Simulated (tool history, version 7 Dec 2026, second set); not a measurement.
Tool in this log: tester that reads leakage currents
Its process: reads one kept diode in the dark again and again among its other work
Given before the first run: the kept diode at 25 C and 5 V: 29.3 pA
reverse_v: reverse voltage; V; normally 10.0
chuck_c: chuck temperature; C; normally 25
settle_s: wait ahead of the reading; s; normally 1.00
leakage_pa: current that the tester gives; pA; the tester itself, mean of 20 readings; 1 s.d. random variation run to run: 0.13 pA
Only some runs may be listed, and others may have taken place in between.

run	hour	reverse_v	chuck_c	settle_s	leakage_pa
1	0.0	10.0	25	1.00	47.89
2	121.8	10.0	25	1.00	48.09
3	189.8	10.0	25	1.00	48.38
4	310.2	10.0	25	1.00	48.80
5	396.5	10.0	25	1.00	48.69
6	533.7	10.0	25	1.00	48.99
7	608.1	10.0	25	1.00	49.49
8	729.5	10.0	25	1.00	49.69
9	842.2	10.0	25	1.00	49.86
10	966.5	10.0	21	1.00	40.19
11	1088.9	10.0	21	1.00	41.28
12	1225.5	10.0	21	1.00	41.22
13	1307.9	10.0	21	1.00	41.55
14	1370.8	10.0	25	1.00	51.21
15	1441.2	10.0	25	0.34	52.19
# hour 1517.9: chuck's temperature calibrated
16	1523.4	10.0	25	0.34	58.05
17	1638.7	10.0	25	1.00	57.06
18	1699.2	10.0	25	3.32	56.45
19	1820.8	10.0	25	3.32	57.07
20	1905.1	10.0	25	1.00	57.62
21	2039.3	1.2	20	1.00	12.25
22	2137.7	1.3	34	1.45	31.59
23	2218.7	10.0	20	7.37	45.45
24	2297.1	10.0	20	7.37	45.71
25	2376.2	10.0	25	0.71	58.87
26	2466.7	1.1	25	0.71	16.03
27	2574.8	10.0	45	0.47	179.52
28	2636.8	2.0	39	0.60	53.72
29	2742.3	2.0	39	0.60	53.51
30	2847.0	13.7	24	1.18	70.64
31	2916.6	13.7	24	1.18	70.77
32	2976.3	13.7	24	1.18	71.40
33	3111.7	13.7	24	1.18	71.59
34	3243.4	4.5	59	0.99	264.71
35	3379.0	8.3	53	1.00	255.49
# hour 3472.6: probe card cleaned and baked
36	3512.5	1.0	58	1.00	117.44
37	3624.7	2.2	58	1.00	171.07
38	3764.5	1.4	46	2.21	64.49
39	3883.5	1.4	46	2.21	64.46
40	3968.2	3.6	23	0.49	21.03

Consider 4 possible next runs. They are alternatives, not a sequence: every one starts from the tool as it was left by run 40. What does each give?
A	4044.9	16.2	32	1.00	?
B	4044.9	3.6	23	2.91	?
C	4044.9	3.6	23	4.97	?
D	4044.9	5.2	60	0.31	?

run	leakage_pa
A	83.16
B	20.74
C	20.70
D	285.35
Stripped of hidden state, with their random variation kept, the same runs would have yielded:
run	leakage_pa
A	86.32
B	21.80
C	21.75
D	303.45

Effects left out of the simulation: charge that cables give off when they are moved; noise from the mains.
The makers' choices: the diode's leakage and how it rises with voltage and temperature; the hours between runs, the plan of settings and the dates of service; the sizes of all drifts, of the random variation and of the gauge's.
